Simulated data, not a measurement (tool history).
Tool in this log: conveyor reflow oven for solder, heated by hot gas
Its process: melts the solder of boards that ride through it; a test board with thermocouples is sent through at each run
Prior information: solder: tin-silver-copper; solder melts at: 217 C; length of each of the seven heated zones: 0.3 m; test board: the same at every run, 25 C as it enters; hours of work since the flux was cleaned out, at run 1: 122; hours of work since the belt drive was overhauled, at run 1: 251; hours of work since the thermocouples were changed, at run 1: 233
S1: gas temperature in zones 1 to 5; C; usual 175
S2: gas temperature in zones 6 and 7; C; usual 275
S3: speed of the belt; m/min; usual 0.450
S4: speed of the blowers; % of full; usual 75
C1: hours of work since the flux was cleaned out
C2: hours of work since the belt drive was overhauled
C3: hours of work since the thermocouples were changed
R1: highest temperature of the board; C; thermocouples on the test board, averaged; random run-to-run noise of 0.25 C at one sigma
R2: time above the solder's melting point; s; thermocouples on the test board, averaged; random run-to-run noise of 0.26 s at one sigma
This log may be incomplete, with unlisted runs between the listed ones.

run   hour   S1   S2     S3  S4   C1   C2   C3     R1    R2
  1    0.0  175  275  0.450  75  122  251  233  259.6  65.5
  2   13.7  175  275  0.450  75  131  261  242  259.5  65.4
  3   25.2  175  275  0.450  75  139  269  250  260.1  65.6
  4   32.1  175  275  0.450  75  144  274  255  259.4  65.9
  5   43.6  175  275  0.420  75  152  282  263  261.2  71.7
  6   53.7  175  275  0.420  75  159  289  270  260.9  71.3
  7   64.3  175  275  0.394  75  167  296  278  263.0  78.5
  8   78.3  186  275  0.450  75  177  306  288  261.2  70.8
  9   90.7  186  275  0.483  75  185  315  296  259.0  64.4
 10  102.9  186  275  0.483  75  194  323  305  258.8  64.6
 11  116.9  175  275  0.450  72  204  333  315  257.9  65.0
     123.0  -- flux residue cleaned out of gas plates and filters
 12  131.6  175  275  0.450  72    6  340  322  257.7  63.7
 13  144.1  175  275  0.450  77   15  349  330  258.5  65.1
 14  156.8  175  275  0.450  77   24  358  339  258.6  64.8
     168.5  -- flux residue cleaned out of gas plates and filters, once more
 15  170.6  165  289  0.500  72    2  364  345  266.6  59.3
 16  182.3  175  275  0.450  84   10  372  354  262.6  67.4
 17  191.3  175  286  0.450  79   16  378  360  271.3  71.5
 18  204.4  175  275  0.385  61   25  388  369  261.8  79.1
 19  214.0  166  280  0.483  62   32  394  376  256.9  55.7

What does the tool deliver on the next run?
 20  225.1  175  275  0.450  52  40  402  384   ?   ?

R1: 253.7 C
R2: 60.5 s
If the tool had no hidden condition, the same run with the same run-to-run variation would have returned R1 253.5 C, R2 59.9 s.
